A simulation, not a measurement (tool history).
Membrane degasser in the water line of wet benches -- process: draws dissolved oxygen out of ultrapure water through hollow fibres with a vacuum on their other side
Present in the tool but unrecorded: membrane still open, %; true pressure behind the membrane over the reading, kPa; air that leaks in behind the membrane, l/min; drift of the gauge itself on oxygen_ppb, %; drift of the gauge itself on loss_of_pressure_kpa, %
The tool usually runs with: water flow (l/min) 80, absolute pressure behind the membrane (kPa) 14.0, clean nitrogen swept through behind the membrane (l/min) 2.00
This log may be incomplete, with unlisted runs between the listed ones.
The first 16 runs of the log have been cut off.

run    hour  water flow (l/min)  absolute pressure behind the membrane (kPa)  clean nitrogen swept through behind the membrane (l/min)  hours since the membrane was changed  hours since the vacuum gauge was calibrated  hours since the vacuum lines were made tight  dissolved oxygen in the water behind the degasser (ppb)  pressure that the water loses in the fibres (kPa)
 17  1545.1                  80                                         14.0                                                      0.85                                  7199                                          272                                          4654                                                   1470.1                                              41.60
 18  1668.6                  53                                         29.3                                                      1.55                                  7322                                          395                                          4777                                                   1573.6                                              27.38
 19  1785.7                  80                                         14.0                                                      4.53                                  7440                                          513                                          4895                                                    475.4                                              41.42
 20  1924.1                  73                                         14.0                                                      0.89                                  7578                                          651                                          5033                                                   1360.5                                              38.37
 21  2045.9                  93                                         14.0                                                      1.50                                  7700                                          773                                          5155                                                   1183.1                                              48.22
 22  2152.0                  66                                         19.7                                                      1.50                                  7806                                          879                                          5261                                                   1261.3                                              34.20
 23  2228.0                  88                                         25.5                                                      2.79                                  7882                                          955                                          5337                                                   1349.8                                              45.67
 24  2350.6                  88                                         25.5                                                      2.79                                  8004                                         1077                                          5459                                                   1363.6                                              46.01

Predict the results of run 25:
 25  2416.8                 114                                         14.0                                                      0.97                                  8071                                         1144                                          5526                                                        ?                                                  ?

{"run 25": {"dissolved oxygen in the water behind the degasser (ppb)": 1766.8, "pressure that the water loses in the fibres (kPa)": 59.38}}
Take away the tool's hidden state, keep the run-to-run variation as it was, and the same run would have given dissolved oxygen in the water behind the degasser (ppb) 1766.0, pressure that the water loses in the fibres (kPa) 59.33.
